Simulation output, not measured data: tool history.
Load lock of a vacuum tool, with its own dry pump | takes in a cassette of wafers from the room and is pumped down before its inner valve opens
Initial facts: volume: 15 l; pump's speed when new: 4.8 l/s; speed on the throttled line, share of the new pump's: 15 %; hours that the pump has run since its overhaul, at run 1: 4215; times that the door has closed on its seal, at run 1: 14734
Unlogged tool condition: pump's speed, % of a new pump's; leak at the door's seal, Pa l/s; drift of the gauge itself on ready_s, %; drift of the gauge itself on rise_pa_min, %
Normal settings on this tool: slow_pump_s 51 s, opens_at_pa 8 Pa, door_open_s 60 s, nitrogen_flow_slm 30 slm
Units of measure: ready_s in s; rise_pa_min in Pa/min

run	hour	slow_pump_s	opens_at_pa	door_open_s	nitrogen_flow_slm	hours that the pump has run since its overhaul	times that the door has closed on its seal	incoming humidity of the room's air, %	ready_s	rise_pa_min
1	0	51	8	60	30	4215	14734	44.8	73.4	0.025
2	415	51	8	60	30	4630	16184	46.8	74.2	0.023
3	798.9	51	8	60	30	5014	17526	46.3	74.1	0.029
4	1214.7	51	8	60	30	5430	18980	45.1	73.5	0.025
5	1675.3	51	8	60	30	5890	20590	41.6	73.6	0.022
6	1949.1	51	8	60	27	6164	21547	47.2	73.5	0.023
7	2292.6	51	8	60	27	6508	22748	43	73.8	0.025
8	2551.6	51	8	60	27	6767	23653	46.8	73.3	0.025
9	3028.4	51	8	60	27	7243	25320	49.1	73.6	0.024
# hour 3345.5: door's seal changed, seat wiped
10	3481.2	42	8	60	30	7695	474	44.8	66.2	0.02
11	3730.1	42	8	60	30	7944	1344	46.7	65.7	0.023
12	4133.6	42	8	60	30	8347	2755	42.5	65.8	0.018
13	4669	74	9	60	30	8883	4626	47.2	93	0.027
14	5012.4	74	9	60	30	9226	5827	47.7	92.7	0.024
15	5478.3	74	9	117	30	9692	7455	41.9	92.8	0.029
16	5715.1	74	9	117	30	9929	8283	44.1	92.5	0.032
17	6136.3	57	9	209	6	10350	9755	47.5	78.5	0.107
18	6492.9	46	8	60	30	10706	11002	43.5	69.6	0.021
19	6805.8	46	6	236	30	11019	12096	44.8	70.6	0.036

Predict each of these 4 candidate next runs independently; none follows another, all start after run 19:
A	7283.2	26	15	57	30	11497	13764	41.7	?	?
B	7283.2	51	9	60	18	11497	13764	40.4	?	?
C	7283.2	46	7	236	14	11497	13764	43.8	?	?
D	7283.2	46	8	228	30	11497	13764	44.6	?	?

run	ready_s	rise_pa_min
A	50.1	0.024
B	73.3	0.029
C	70	0.068
D	69	0.042
Stripped of hidden state, with their random variation kept, the same runs would have yielded:
run	ready_s	rise_pa_min
A	50.1	0.023
B	73.2	0.028
C	70	0.067
D	69	0.042
